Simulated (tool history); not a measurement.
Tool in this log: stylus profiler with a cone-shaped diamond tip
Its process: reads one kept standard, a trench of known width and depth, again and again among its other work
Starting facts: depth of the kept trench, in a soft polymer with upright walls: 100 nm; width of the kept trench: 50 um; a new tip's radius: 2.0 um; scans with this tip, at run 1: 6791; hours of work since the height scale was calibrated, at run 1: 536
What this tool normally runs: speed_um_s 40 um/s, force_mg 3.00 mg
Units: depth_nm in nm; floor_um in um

run	hour	speed_um_s	force_mg	scans with this tip	hours of work since the height scale was calibrated	depth_nm	floor_um
1	0.0	40	3.00	6791	536	101.81	48.01
2	10.2	40	3.61	6853	541	102.03	48.06
3	25.5	40	3.00	6947	548	101.84	48.08
4	48.4	40	3.00	7086	559	101.79	48.07
5	63.8	40	3.00	7179	567	101.75	47.97
6	76.7	40	3.00	7258	573	101.81	48.03
7	86.8	40	3.00	7320	578	101.80	47.96
8	96.0	75	7.59	7376	582	103.38	47.97
9	105.8	17	1.30	7435	587	100.97	48.08
10	122.1	24	1.37	7535	595	101.00	48.02
11	143.3	27	1.99	7663	605	101.35	48.04
12	164.0	27	1.99	7790	615	101.35	48.02
13	183.6	27	1.99	7909	624	101.30	48.01
14	204.1	89	1.09	8034	634	100.82	47.36

For each run, the measured value with the value that run would have given without the tool's hidden condition subtracted. The run-to-run variation is shared by both, the gauge scatter possibly not:
Hidden state present: radius of the tip, um; height scale over the true one, %; drift of the gauge itself on depth_nm, %; drift of the gauge itself on floor_um, %.
run	depth_nm	floor_um
1	-0.09	-0.48
2	-0.10	-0.49
3	-0.09	-0.49
4	-0.10	-0.51
5	-0.10	-0.51
6	-0.10	-0.52
7	-0.10	-0.52
8	-0.10	-0.52
9	-0.10	-0.53
10	-0.11	-0.53
11	-0.11	-0.54
12	-0.11	-0.55
13	-0.11	-0.55
14	-0.12	-0.56
